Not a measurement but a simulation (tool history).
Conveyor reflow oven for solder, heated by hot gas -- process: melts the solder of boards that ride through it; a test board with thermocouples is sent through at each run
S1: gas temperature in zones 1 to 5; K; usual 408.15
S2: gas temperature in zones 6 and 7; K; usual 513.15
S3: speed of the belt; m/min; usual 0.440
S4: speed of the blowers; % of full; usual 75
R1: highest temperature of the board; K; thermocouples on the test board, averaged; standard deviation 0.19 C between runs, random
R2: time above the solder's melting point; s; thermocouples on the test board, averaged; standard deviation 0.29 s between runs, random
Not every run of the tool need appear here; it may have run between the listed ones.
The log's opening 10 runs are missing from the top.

run 11 hour=182.4 | S1=408.15 S2=513.15 S3=0.440 S4=88 | R1=497.85 R2=77.1
run 12 hour=196.0 | S1=408.15 S2=520.15 S3=0.440 S4=75 | R1=500.85 R2=78.6
run 13 hour=215.0 | S1=408.15 S2=520.15 S3=0.440 S4=75 | R1=500.85 R2=79.4
run 14 hour=232.3 | S1=422.15 S2=513.15 S3=0.440 S4=75 | R1=497.15 R2=82.6
run 15 hour=248.4 | S1=422.15 S2=513.15 S3=0.440 S4=75 | R1=497.35 R2=82.6
run 16 hour=261.2 | S1=422.15 S2=513.15 S3=0.440 S4=75 | R1=497.05 R2=82.5
run 17 hour=280.6 | S1=408.15 S2=513.15 S3=0.488 S4=75 | R1=491.15 R2=63.1
run 18 hour=303.6 | S1=408.15 S2=509.15 S3=0.440 S4=66 | R1=488.75 R2=67.4
run 19 hour=327.0 | S1=408.15 S2=513.15 S3=0.440 S4=58 | R1=488.85 R2=67.3
run 20 hour=337.5 | S1=415.15 S2=522.15 S3=0.440 S4=75 | R1=503.95 R2=84.7
run 21 hour=358.0 | S1=408.15 S2=519.15 S3=0.397 S4=75 | R1=503.65 R2=90.1
run 22 hour=380.4 | S1=408.15 S2=519.15 S3=0.397 S4=75 | R1=503.35 R2=89.7
run 23 hour=404.2 | S1=404.15 S2=507.15 S3=0.397 S4=60 | R1=487.55 R2=72.8
run 24 hour=428.0 | S1=400.15 S2=526.15 S3=0.397 S4=60 | R1=503.35 R2=86.8
run 25 hour=444.4 | S1=400.15 S2=526.15 S3=0.397 S4=60 | R1=503.75 R2=87.0
run 26 hour=456.7 | S1=400.15 S2=526.15 S3=0.466 S4=60 | R1=496.45 R2=67.5
run 27 hour=473.0 | S1=400.15 S2=526.15 S3=0.466 S4=60 | R1=496.35 R2=67.2
run 28 hour=485.3 | S1=400.15 S2=526.15 S3=0.466 S4=60 | R1=496.15 R2=67.8
run 29 hour=495.7 | S1=400.15 S2=526.15 S3=0.466 S4=60 | R1=496.05 R2=67.3
run 30 hour=511.8 | S1=400.15 S2=526.15 S3=0.466 S4=60 | R1=496.05 R2=67.7
run 31 hour=531.0 | S1=395.15 S2=524.15 S3=0.501 S4=58 | R1=488.85 R2=53.7

Consider 4 possible next runs. They are alternatives, not a sequence: every one starts from the tool as it was left by run 31. What does each give?
run A hour=542.2 | S1=411.15 S2=513.15 S3=0.503 S4=59 | R1=? R2=?
run B hour=542.2 | S1=414.15 S2=513.15 S3=0.364 S4=75 | R1=? R2=?
run C hour=542.2 | S1=419.15 S2=513.15 S3=0.440 S4=62 | R1=? R2=?
run D hour=542.2 | S1=408.15 S2=512.15 S3=0.501 S4=58 | R1=? R2=?

run=A R1=484.65 R2=54.7
run=B R1=501.55 R2=99.5
run=C R1=493.35 R2=77.1
run=D R1=482.55 R2=51.0
Stripped of hidden state, with their random variation kept, the same runs would have yielded:
run=A R1=484.75 R2=54.7
run=B R1=501.45 R2=99.4
run=C R1=493.35 R2=77.0
run=D R1=482.55 R2=51.0
